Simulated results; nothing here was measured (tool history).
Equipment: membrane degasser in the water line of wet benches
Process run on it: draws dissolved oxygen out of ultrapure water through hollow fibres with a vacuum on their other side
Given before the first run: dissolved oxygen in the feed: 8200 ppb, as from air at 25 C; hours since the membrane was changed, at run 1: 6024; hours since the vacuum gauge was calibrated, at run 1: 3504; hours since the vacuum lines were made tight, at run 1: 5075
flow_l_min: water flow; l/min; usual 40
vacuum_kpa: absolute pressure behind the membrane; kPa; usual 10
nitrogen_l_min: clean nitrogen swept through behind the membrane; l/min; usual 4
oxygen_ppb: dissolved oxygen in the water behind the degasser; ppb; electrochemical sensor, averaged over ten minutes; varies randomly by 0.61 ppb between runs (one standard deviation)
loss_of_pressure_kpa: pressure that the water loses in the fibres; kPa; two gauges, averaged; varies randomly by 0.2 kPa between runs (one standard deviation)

run    hour  flow_l_min  vacuum_kpa  nitrogen_l_min  hours since the membrane was changed  hours since the vacuum gauge was calibrated  hours since the vacuum lines were made tight  oxygen_ppb  loss_of_pressure_kpa
  1       0          40          10               4                                  6024                                         3504                                          5075       159.9                 46.03
  2   120.9          40          10               4                                  6145                                         3625                                          5195         160                 46.13
  3   229.5          40          10               4                                  6253                                         3734                                          5304       159.9                 45.88
  4   298.9          40          10               4                                  6323                                         3803                                          5373       159.8                 45.69
  5   419.3          40          10               4                                  6443                                         3924                                          5494       160.4                 45.69
  6   520.2          33          10               4                                  6544                                         4025                                          5595       132.4                  37.4
  7   610.5          33          10               4                                  6634                                         4115                                          5685       132.4                 37.92
  8   712.9          33          10               4                                  6737                                         4217                                          5787       133.4                  37.7
      774.1  -- seals of the vacuum lines changed
  9   818.8          40          10               4                                  6841                                         4321                                            45       160.4                 45.76
      841.5  -- vacuum gauge calibrated
 10   933.5          40          10               4                                  6955                                           92                                           159       159.4                  45.5
 11  1015.7          40          10               4                                  7037                                          174                                           241       159.7                  45.5
 12  1140.9          40          10               4                                  7162                                          299                                           366       159.6                 44.94
 13  1270.2          40        14.1               4                                  7292                                          429                                           496       251.4                 45.34
 14  1404.6          25        14.1             8.4                                  7426                                          563                                           630        79.3                 28.38
 15  1501.3          53          10               4                                  7523                                          660                                           727       214.4                 59.71
 16  1663.6          53          10               4                                  7685                                          822                                           889       214.1                 59.92
 17  1800.9          35         9.6            7.04                                  7822                                          959                                          1026        78.1                 39.65
 18  1910.2          33          10            2.13                                  7932                                         1069                                          1136         235                 37.39
 19  2006.1          49          10            9.12                                  8027                                         1165                                          1232        94.9                 55.14
 20  2091.1          49        10.2            2.51                                  8112                                         1250                                          1317       303.2                 55.11
 21  2228.6          49        10.2            2.51                                  8250                                         1387                                          1454       303.7                 54.94
     2316.2  -- gauge calibrated
 22  2366.2          63         6.9            2.51                                  8388                                         1525                                          1592       222.1                  72.5
 23  2468.5          63         6.9            2.51                                  8490                                         1627                                          1694       222.8                 71.83
 24  2568.4          40        15.5            4.76                                  8590                                         1727                                          1794       243.3                 46.17
 25    2724          31        20.8               4                                  8745                                         1883                                          1949         315                 35.53
 26  2813.6          40        24.2            2.28                                  8835                                         1972                                          2039       765.9                 45.99

Here are 5 independent what-if runs from the current tool condition. What would each one return?
  A  2912.8          41          10               4                                  8934                                         2071                                          2138           ?                     ?
  B  2912.8          40         6.7            4.67                                  8934                                         2071                                          2138           ?                     ?
  C  2912.8          59         9.1            6.07                                  8934                                         2071                                          2138           ?                     ?
  D  2912.8          37        14.4               4                                  8934                                         2071                                          2138           ?                     ?
  E  2912.8          40        23.5            2.93                                  8934                                         2071                                          2138           ?                     ?

run  oxygen_ppb  loss_of_pressure_kpa
  A       162.7                 47.04
  B        73.3                 45.78
  C       152.5                 67.35
  D       241.3                 42.31
  E       601.8                 45.65
The same runs, with their run-to-run variation unchanged, on a tool lacking any hidden condition would have given:
run  oxygen_ppb  loss_of_pressure_kpa
  A       162.5                 47.22
  B        73.1                 45.95
  C       152.1                 67.61
  D       241.2                 42.47
  E       601.6                 45.82
